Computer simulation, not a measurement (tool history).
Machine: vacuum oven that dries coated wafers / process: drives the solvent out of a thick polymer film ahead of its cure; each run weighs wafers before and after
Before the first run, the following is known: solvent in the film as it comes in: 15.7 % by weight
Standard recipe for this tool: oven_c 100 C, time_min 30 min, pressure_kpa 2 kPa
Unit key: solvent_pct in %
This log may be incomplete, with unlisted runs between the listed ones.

run	hour	oven_c	time_min	pressure_kpa	solvent_pct
1	0	100	30	2	1.55
2	41.1	100	25	2	1.85
3	73.7	100	17	2	2.99
4	123.7	100	17	2	2.93
5	178.4	100	49	2	1.16
# hour 202: vacuum gauge cleaned of residue and calibrated
6	224.7	100	49	2	1.05
7	270.7	100	30	2	1.37
8	311.2	91	30	2	2.52
9	353.4	91	30	2	2.46
10	387.6	100	30	2	1.38
11	441.1	100	23	2	1.93
12	489.5	100	23	2	1.92
13	544.2	100	23	2	1.86
14	606.5	100	23	2	1.88
15	640.7	104	19	6.18	3.42
16	675.4	94	19	4.17	4.49
17	735.6	100	37	2	1.17
18	773.3	100	37	2	1.18
19	801.4	100	18	2	2.54
20	840.2	91	43	1.43	1.39
21	871.8	100	33	1.57	1.06
22	913.7	100	34	2.91	1.69
23	946.2	115	50	2	0.58
24	990.3	110	50	2	0.72
25	1044.5	109	21	4.13	1.86
26	1095.3	109	21	4.13	1.88
27	1125.1	103	24	5.71	2.94

Pick out some run-to-run changes in solvent_pct. Of each, how much would a tool without hidden state show as well, from the settings, what came in and chance, and how much is left for the hidden state and any gauge scatter not in both results compared?
Hidden state present: true wafer temperature over the reading, C; true pressure over the reading, kPa; drift of the gauge itself on solvent_pct, %.
Run 4 -> 5: time_min 17 -> 49. solvent_pct -1.77 %: hidden state +0.26, all else -2.03.
Run 16 -> 17: oven_c 94 -> 100, time_min 19 -> 37, pressure_kpa 4.17 -> 2. solvent_pct -3.32 %: hidden state +0.36, all else -3.68.

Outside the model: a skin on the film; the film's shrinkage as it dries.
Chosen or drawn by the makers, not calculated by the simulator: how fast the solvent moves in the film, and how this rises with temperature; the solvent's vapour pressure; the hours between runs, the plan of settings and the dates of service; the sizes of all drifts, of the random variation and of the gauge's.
